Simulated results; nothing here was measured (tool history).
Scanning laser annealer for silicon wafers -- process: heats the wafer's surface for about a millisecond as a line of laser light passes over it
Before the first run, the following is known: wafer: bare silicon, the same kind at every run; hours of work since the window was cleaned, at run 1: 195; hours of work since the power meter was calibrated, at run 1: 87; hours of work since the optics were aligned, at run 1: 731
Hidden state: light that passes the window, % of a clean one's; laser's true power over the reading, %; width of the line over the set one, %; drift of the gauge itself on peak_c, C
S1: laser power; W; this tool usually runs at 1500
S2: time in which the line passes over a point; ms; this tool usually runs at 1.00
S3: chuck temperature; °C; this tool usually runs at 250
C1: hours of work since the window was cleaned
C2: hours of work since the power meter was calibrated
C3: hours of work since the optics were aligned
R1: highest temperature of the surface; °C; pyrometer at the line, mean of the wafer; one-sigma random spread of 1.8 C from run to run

| run | hour | S1 | S2 | S3 | C1 | C2 | C3 | R1 |
|---|---|---|---|---|---|---|---|---|
| 1 | 0.0 | 1500 | 1.00 | 250 | 195 | 87 | 731 | 1024 |
| 2 | 8.0 | 1500 | 0.96 | 250 | 199 | 92 | 735 | 1011 |
| 3 | 17.0 | 1500 | 0.96 | 254 | 204 | 97 | 740 | 1013 |
| 4 | 23.3 | 1500 | 0.96 | 254 | 208 | 100 | 744 | 1013 |
|  | 26.9 | laser's power meter calibrated |
| 5 | 31.8 | 1500 | 0.96 | 254 | 211 | 3 | 747 | 1010 |
| 6 | 40.3 | 1500 | 1.00 | 250 | 216 | 7 | 751 | 1023 |
|  | 43.7 | laser's power meter calibrated, once more |
| 7 | 52.7 | 1500 | 1.00 | 250 | 221 | 5 | 757 | 1027 |
| 8 | 62.4 | 1500 | 1.00 | 250 | 226 | 10 | 762 | 1024 |
| 9 | 67.2 | 1500 | 1.00 | 250 | 229 | 13 | 765 | 1021 |
| 10 | 72.6 | 1500 | 1.00 | 250 | 232 | 16 | 768 | 1025 |
| 11 | 80.5 | 1500 | 1.00 | 250 | 236 | 21 | 772 | 1026 |
| 12 | 86.0 | 1500 | 1.00 | 250 | 239 | 24 | 775 | 1025 |
| 13 | 90.5 | 1500 | 1.00 | 250 | 242 | 26 | 778 | 1023 |
| 14 | 96.2 | 1500 | 1.13 | 242 | 245 | 29 | 781 | 1062 |
| 15 | 104.8 | 1334 | 0.71 | 284 | 250 | 34 | 786 | 864 |

Consider 4 possible next runs. They are alternatives, not a sequence: every one starts from the tool as it was left by run 15. What does each give?
| A | 111.4 | 1567 | 1.09 | 284 | 254 | 38 | 789 | ? |
| B | 111.4 | 1334 | 1.07 | 284 | 254 | 38 | 789 | ? |
| C | 111.4 | 1545 | 1.22 | 250 | 254 | 38 | 789 | ? |
| D | 111.4 | 1432 | 1.23 | 240 | 254 | 38 | 789 | ? |

| run | R1 |
|---|---|
| A | 1127 |
| B | 995 |
| C | 1128 |
| D | 1055 |
Without the tool's hidden state the same runs would have given:
| run | R1 |
|---|---|
| A | 1152 |
| B | 1016 |
| C | 1154 |
| D | 1079 |
